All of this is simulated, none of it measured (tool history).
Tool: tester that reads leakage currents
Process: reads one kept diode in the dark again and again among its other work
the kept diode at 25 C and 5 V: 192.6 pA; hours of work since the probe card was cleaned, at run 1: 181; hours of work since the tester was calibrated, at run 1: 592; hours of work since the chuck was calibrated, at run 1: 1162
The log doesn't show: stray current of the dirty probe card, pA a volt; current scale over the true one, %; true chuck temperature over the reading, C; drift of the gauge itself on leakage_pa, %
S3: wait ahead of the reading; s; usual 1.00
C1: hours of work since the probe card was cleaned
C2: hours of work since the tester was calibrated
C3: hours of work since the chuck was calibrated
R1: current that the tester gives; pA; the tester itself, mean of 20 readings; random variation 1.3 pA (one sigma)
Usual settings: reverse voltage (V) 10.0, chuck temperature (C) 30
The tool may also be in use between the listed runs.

{"run": 1, "hour": 0.0, "reverse voltage (V)": 10.0, "chuck temperature (C)": 30, "S3": 1.0, "C1": 181, "C2": 592, "C3": 1162, "R1": 385.38}
{"run": 2, "hour": 38.5, "reverse voltage (V)": 10.0, "chuck temperature (C)": 30, "S3": 0.34, "C1": 209, "C2": 621, "C3": 1190, "R1": 391.32}
{"run": 3, "hour": 81.7, "reverse voltage (V)": 10.0, "chuck temperature (C)": 30, "S3": 0.34, "C1": 241, "C2": 652, "C3": 1222, "R1": 390.74}
{"run": 4, "hour": 132.1, "reverse voltage (V)": 10.0, "chuck temperature (C)": 30, "S3": 0.34, "C1": 278, "C2": 689, "C3": 1259, "R1": 390.45}
{"run": 5, "hour": 180.0, "reverse voltage (V)": 10.0, "chuck temperature (C)": 30, "S3": 0.34, "C1": 314, "C2": 725, "C3": 1294, "R1": 389.03}
{"run": 6, "hour": 241.4, "reverse voltage (V)": 10.0, "chuck temperature (C)": 30, "S3": 0.34, "C1": 359, "C2": 770, "C3": 1339, "R1": 387.57}
{"run": 7, "hour": 269.7, "reverse voltage (V)": 10.0, "chuck temperature (C)": 30, "S3": 1.0, "C1": 380, "C2": 791, "C3": 1360, "R1": 381.48}
{"run": 8, "hour": 316.2, "reverse voltage (V)": 10.0, "chuck temperature (C)": 30, "S3": 1.0, "C1": 414, "C2": 825, "C3": 1394, "R1": 384.02}
{"run": 9, "hour": 373.3, "reverse voltage (V)": 10.0, "chuck temperature (C)": 30, "S3": 0.79, "C1": 456, "C2": 867, "C3": 1437, "R1": 383.54}
{"run": 10, "hour": 410.5, "reverse voltage (V)": 10.0, "chuck temperature (C)": 30, "S3": 0.79, "C1": 483, "C2": 894, "C3": 1464, "R1": 382.24}
{"run": 11, "hour": 453.9, "reverse voltage (V)": 10.0, "chuck temperature (C)": 30, "S3": 0.79, "C1": 515, "C2": 926, "C3": 1496, "R1": 381.32}
{"hour": 473.3, "done": "chuck's temperature calibrated"}
{"run": 12, "hour": 488.5, "reverse voltage (V)": 2.3, "chuck temperature (C)": 42, "S3": 1.44, "C1": 539, "C2": 950, "C3": 11, "R1": 438.1}
{"run": 13, "hour": 542.0, "reverse voltage (V)": 1.2, "chuck temperature (C)": 26, "S3": 1.26, "C1": 578, "C2": 990, "C3": 51, "R1": 94.41}
{"run": 14, "hour": 576.0, "reverse voltage (V)": 1.9, "chuck temperature (C)": 27, "S3": 1.26, "C1": 604, "C2": 1015, "C3": 76, "R1": 132.78}
{"run": 15, "hour": 607.1, "reverse voltage (V)": 1.9, "chuck temperature (C)": 36, "S3": 2.3, "C1": 626, "C2": 1037, "C3": 98, "R1": 256.69}
{"run": 16, "hour": 638.2, "reverse voltage (V)": 1.2, "chuck temperature (C)": 30, "S3": 8.44, "C1": 649, "C2": 1060, "C3": 121, "R1": 127.84}
{"run": 17, "hour": 671.1, "reverse voltage (V)": 1.2, "chuck temperature (C)": 30, "S3": 8.44, "C1": 673, "C2": 1085, "C3": 146, "R1": 127.14}
{"run": 18, "hour": 719.5, "reverse voltage (V)": 5.3, "chuck temperature (C)": 30, "S3": 0.44, "C1": 709, "C2": 1120, "C3": 181, "R1": 298.26}
{"run": 19, "hour": 759.6, "reverse voltage (V)": 2.0, "chuck temperature (C)": 57, "S3": 0.44, "C1": 739, "C2": 1150, "C3": 211, "R1": 1088.4}
{"run": 20, "hour": 788.4, "reverse voltage (V)": 2.0, "chuck temperature (C)": 57, "S3": 0.44, "C1": 760, "C2": 1171, "C3": 232, "R1": 1086.35}
{"run": 21, "hour": 851.2, "reverse voltage (V)": 7.6, "chuck temperature (C)": 49, "S3": 1.29, "C1": 806, "C2": 1217, "C3": 278, "R1": 1348.93}
{"run": 22, "hour": 903.7, "reverse voltage (V)": 14.7, "chuck temperature (C)": 58, "S3": 0.77, "C1": 845, "C2": 1256, "C3": 317, "R1": 3488.56}

Forecast each of these 5 alternatives for the next run:
{"run": "A", "hour": 950.9, "reverse voltage (V)": 5.3, "chuck temperature (C)": 30, "S3": 1.0, "C1": 879, "C2": 1291, "C3": 352, "R1": "?"}
{"run": "B", "hour": 950.9, "reverse voltage (V)": 8.4, "chuck temperature (C)": 21, "S3": 1.94, "C1": 879, "C2": 1291, "C3": 352, "R1": "?"}
{"run": "C", "hour": 950.9, "reverse voltage (V)": 10.0, "chuck temperature (C)": 34, "S3": 1.0, "C1": 879, "C2": 1291, "C3": 352, "R1": "?"}
{"run": "D", "hour": 950.9, "reverse voltage (V)": 17.8, "chuck temperature (C)": 46, "S3": 3.05, "C1": 879, "C2": 1291, "C3": 352, "R1": "?"}
{"run": "E", "hour": 950.9, "reverse voltage (V)": 12.1, "chuck temperature (C)": 30, "S3": 1.0, "C1": 879, "C2": 1291, "C3": 352, "R1": "?"}

run=A R1=291.09
run=B R1=194.16
run=C R1=556.52
run=D R1=1782.48
run=E R1=467.31
Without the tool's hidden state the same runs would have given:
run=A R1=292.63
run=B R1=188.80
run=C R1=559.31
run=D R1=1807.34
run=E R1=464.82
